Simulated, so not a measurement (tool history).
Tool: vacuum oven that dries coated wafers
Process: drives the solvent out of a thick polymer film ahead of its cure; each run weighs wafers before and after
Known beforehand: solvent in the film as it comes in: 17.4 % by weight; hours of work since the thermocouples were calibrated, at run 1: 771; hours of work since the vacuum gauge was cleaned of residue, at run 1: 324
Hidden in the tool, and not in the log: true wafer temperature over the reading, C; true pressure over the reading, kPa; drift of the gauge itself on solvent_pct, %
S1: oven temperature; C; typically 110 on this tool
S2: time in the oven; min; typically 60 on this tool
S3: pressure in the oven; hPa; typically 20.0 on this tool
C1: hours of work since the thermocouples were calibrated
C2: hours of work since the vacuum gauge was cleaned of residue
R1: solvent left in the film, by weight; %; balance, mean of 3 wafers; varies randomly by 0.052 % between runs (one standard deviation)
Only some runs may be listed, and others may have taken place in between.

Run 1, hour 0.0: usual settings; C1 771; C2 324. Result: R1 1.49 %.
Run 2, hour 61.1: usual settings; C1 801; C2 354. Result: R1 1.53 %.
Run 3, hour 104.7: usual settings but S1 117 C; C1 823; C2 376. Result: R1 0.71 %.
Run 4, hour 138.2: usual settings but S1 117 C; C1 839; C2 392. Result: R1 0.80 %.
Run 5, hour 204.8: usual settings; C1 872; C2 425. Result: R1 1.50 %.
Run 6, hour 237.5: usual settings; C1 888; C2 442. Result: R1 1.57 %.
Run 7, hour 285.1: usual settings; C1 912; C2 465. Result: R1 1.52 %.
Run 8, hour 346.3: usual settings but S1 118 C; C1 942; C2 495. Result: R1 0.64 %.
Run 9, hour 381.7: usual settings; C1 959; C2 513. Result: R1 1.56 %.
Run 10, hour 421.9: usual settings; C1 979; C2 533. Result: R1 1.51 %.
Run 11, hour 475.8: usual settings; C1 1006; C2 559. Result: R1 1.55 %.
Run 12, hour 511.6: usual settings but S2 31 min; C1 1024; C2 577. Result: R1 3.85 %.
Run 13, hour 562.0: usual settings but S3 18.0 hPa; C1 1048; C2 602. Result: R1 1.50 %.
Run 14, hour 614.5: usual settings but S3 18.0 hPa; C1 1074; C2 628. Result: R1 1.41 %.
Run 15, hour 674.3: usual settings but S3 18.0 hPa; C1 1104; C2 657. Result: R1 1.45 %.
Run 16, hour 716.2: usual settings but S2 36 min, S3 18.0 hPa; C1 1125; C2 678. Result: R1 3.24 %.
Run 17, hour 751.4: usual settings but S3 35.2 hPa; C1 1142; C2 695. Result: R1 2.15 %.
Run 18, hour 801.3: usual settings but S1 97 C; C1 1167; C2 720. Result: R1 5.51 %.
Run 19, hour 847.0: usual settings but S1 120 C, S2 42 min, S3 25.0 hPa; C1 1189; C2 743. Result: R1 0.90 %.
Run 20, hour 921.0: usual settings but S1 120 C, S2 42 min, S3 25.0 hPa; C1 1226; C2 779. Result: R1 1.00 %.
Run 21, hour 983.1: usual settings but S2 72 min, S3 27.2 hPa; C1 1256; C2 810. Result: R1 1.42 %.
Run 22, hour 1052.8: usual settings but S1 124 C; C1 1291; C2 844. Result: R1 0.56 %.
Run 23, hour 1104.5: usual settings but S1 117 C, S2 93 min, S3 35.5 hPa; C1 1316; C2 870. Result: R1 1.07 %.
Run 24, hour 1141.9: usual settings but S1 117 C, S2 93 min, S3 35.5 hPa; C1 1335; C2 888. Result: R1 1.07 %.
Run 25, hour 1202.6: usual settings but S1 117 C, S2 93 min, S3 35.5 hPa; C1 1365; C2 918. Result: R1 1.09 %.
At hour 1215.3: oven's thermocouples calibrated.
Run 26, hour 1269.2: usual settings but S2 100 min, S3 46.8 hPa; C1 27; C2 950. Result: R1 1.86 %.
Run 27, hour 1322.8: usual settings but S1 118 C, S2 100 min, S3 17.9 hPa; C1 53; C2 977. Result: R1 0.45 %.
Run 28, hour 1378.6: usual settings but S1 100 C; C1 81; C2 1004. Result: R1 4.12 %.
Run 29, hour 1441.7: usual settings but S1 100 C; C1 112; C2 1035. Result: R1 4.10 %.
Run 30, hour 1488.4: usual settings but S1 100 C; C1 135; C2 1058. Result: R1 4.14 %.
Run 31, hour 1519.9: usual settings but S1 100 C; C1 150; C2 1074. Result: R1 4.13 %.
Run 32, hour 1573.3: usual settings but S1 123 C, S2 45 min, S3 66.7 hPa; C1 177; C2 1100. Result: R1 1.78 %.
Run 33, hour 1609.2: usual settings but S1 123 C, S2 45 min, S3 66.7 hPa; C1 195; C2 1118. Result: R1 1.61 %.
Run 34, hour 1660.7: usual settings but S1 120 C; C1 220; C2 1143. Result: R1 0.50 %.
Run 35, hour 1720.3: usual settings but S1 120 C; C1 249; C2 1173. Result: R1 0.58 %.

Predict each of these 3 candidate next runs independently; none follows another, all start after run 35:
Run A, hour 1759.8: usual settings but S1 118 C, S2 81 min, S3 12.5 hPa; C1 269; C2 1192. Result: R1 ?.
Run B, hour 1759.8: usual settings but S1 104 C, S2 55 min; C1 269; C2 1192. Result: R1 ?.
Run C, hour 1759.8: usual settings but S1 120 C, S2 62 min; C1 269; C2 1192. Result: R1 ?.

run    R1
  A  0.39
  B  3.26
  C  0.62
With no hidden state in the tool, these same runs would have given:
run    R1
  A  0.33
  B  2.93
  C  0.56
